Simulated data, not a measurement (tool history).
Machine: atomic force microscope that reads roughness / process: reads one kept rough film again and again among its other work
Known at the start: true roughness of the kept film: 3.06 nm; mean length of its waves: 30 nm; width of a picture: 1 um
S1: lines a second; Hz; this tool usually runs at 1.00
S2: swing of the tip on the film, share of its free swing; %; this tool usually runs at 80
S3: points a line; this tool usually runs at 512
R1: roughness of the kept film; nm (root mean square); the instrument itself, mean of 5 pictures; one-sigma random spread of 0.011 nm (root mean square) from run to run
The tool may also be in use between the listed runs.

run     day    S1  S2   S3     R1
  1   0.000  1.00  80  512  2.568
  2   0.158  1.00  80  512  2.545
  3   0.362  1.00  80  512  2.542
  4   0.717  1.00  80  512  2.554
  5   1.038  1.00  55  512  2.709
  6   1.296  1.00  80  760  2.551
  7   1.638  1.00  56  512  2.712
  8   1.983  1.13  80  512  2.541
  9   2.154  1.13  80  512  2.523
 10   2.479  1.13  80  512  2.517
 11   2.721  1.13  80  512  2.523
 12   2.975  0.96  80  512  2.563
 13   3.275  0.96  80  512  2.560
 14   3.446  0.96  80  512  2.569
 15   3.604  1.00  77  512  2.599
 16   3.938  1.00  80  512  2.557
 17   4.275  1.60  80  512  2.444
 18   4.596  1.60  80  512  2.450
 19   4.946  1.60  80  512  2.436
 20   5.317  1.00  80  512  2.561
 21   5.562  0.62  80  512  2.626
 22   5.862  0.62  80  512  2.634
 23   6.021  1.00  80  512  2.543
 24   6.375  1.00  80  512  2.541
 25   6.708  1.00  80  512  2.546
 26   6.946  1.00  80  512  2.557
 27   7.283  1.00  80  512  2.555
 28   7.588  1.00  80  940  2.552
 29   7.925  1.00  82  559  2.523
 30   8.225  1.00  82  559  2.515
 31   8.492  0.91  80  349  2.535
 32   8.804  0.91  80  349  2.541
 33   9.008  0.89  57  563  2.723
 34   9.358  0.89  57  563  2.730
 35   9.688  0.89  57  563  2.730
 36   9.938  0.89  57  563  2.731
 37  10.179  0.89  57  563  2.752
 38  10.438  0.63  57  524  2.746
 39  10.783  0.63  57  524  2.759
 40  10.988  0.93  58  296  2.709
 41  11.296  0.72  88  278  2.521
 42  11.496  2.71  64  800  2.549
 43  11.762  2.58  68  512  2.486
 44  11.996  2.58  68  512  2.482
 45  12.329  0.97  68  257  2.624
 46  12.517  2.06  60  467  2.621
 47  12.775  2.06  60  467  2.614
 48  12.942  2.06  60  467  2.637
 49  13.104  0.84  62  703  2.721
 50  13.279  0.84  62  703  2.726
 51  13.496  1.00  71  512  2.635
 52  13.875  1.00  71  512  2.635
 53  14.221  1.12  83  933  2.487
 54  14.450  1.12  83  933  2.491

Missing from the log above: 2 entries noted between runs. For each, name the pair of listed runs it sits between and say how the tool's hidden condition differs from the listed run just before to the listed run just after:
After run 9, before run 10: new tip fitted (day 2.254)
  radius of the tip, nm: 7.3 -> 7
After run 34, before run 35: new tip fitted (day 9.488)
  radius of the tip, nm: 7.3 -> 7
